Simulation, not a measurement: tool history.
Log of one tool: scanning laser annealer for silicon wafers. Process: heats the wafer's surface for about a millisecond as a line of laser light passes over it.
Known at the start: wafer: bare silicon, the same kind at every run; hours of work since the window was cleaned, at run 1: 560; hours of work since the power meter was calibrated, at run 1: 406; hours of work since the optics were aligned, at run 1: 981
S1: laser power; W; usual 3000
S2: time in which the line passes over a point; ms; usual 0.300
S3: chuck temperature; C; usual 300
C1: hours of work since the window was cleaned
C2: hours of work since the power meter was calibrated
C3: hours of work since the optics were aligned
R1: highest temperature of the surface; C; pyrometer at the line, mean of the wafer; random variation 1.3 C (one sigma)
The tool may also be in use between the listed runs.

run    day    S1     S2   S3   C1   C2    C3    R1
  1  0.000  3000  0.300  300  560  406   981  1046
  2  0.642  3000  0.276  300  566  412   988  1013
  3  1.433  3000  0.276  300  574  420   996  1011
  4  1.904  3000  0.276  300  579  425  1000  1011
  5  2.921  3000  0.276  300  589  435  1011  1010
     3.308  -- window over the wafer cleaned
  6  3.825  3000  0.300  306    5  443  1019  1075
  7  4.258  3000  0.300  303   10  448  1023  1076
  8  5.025  3000  0.300  303   17  455  1031  1076
  9  5.583  3000  0.300  303   23  461  1036  1074
 10  6.562  2914  0.277  300   33  471  1046  1011
 11  7.208  2992  0.277  280   39  477  1053  1014
 12  7.675  3174  0.374  260   44  482  1057  1193
 13  8.242  2738  0.374  282   49  488  1063  1052

Forecast each of these 3 alternatives for the next run:
  A  8.938  2799  0.306  300  56  495  1070   ?
  B  8.938  3155  0.300  300  56  495  1070   ?
  C  8.938  3000  0.224  300  56  495  1070   ?

run    R1
  A  1014
  B  1120
  C   960
Without the tool's hidden state the same runs would have given:
run    R1
  A  1024
  B  1131
  C   969
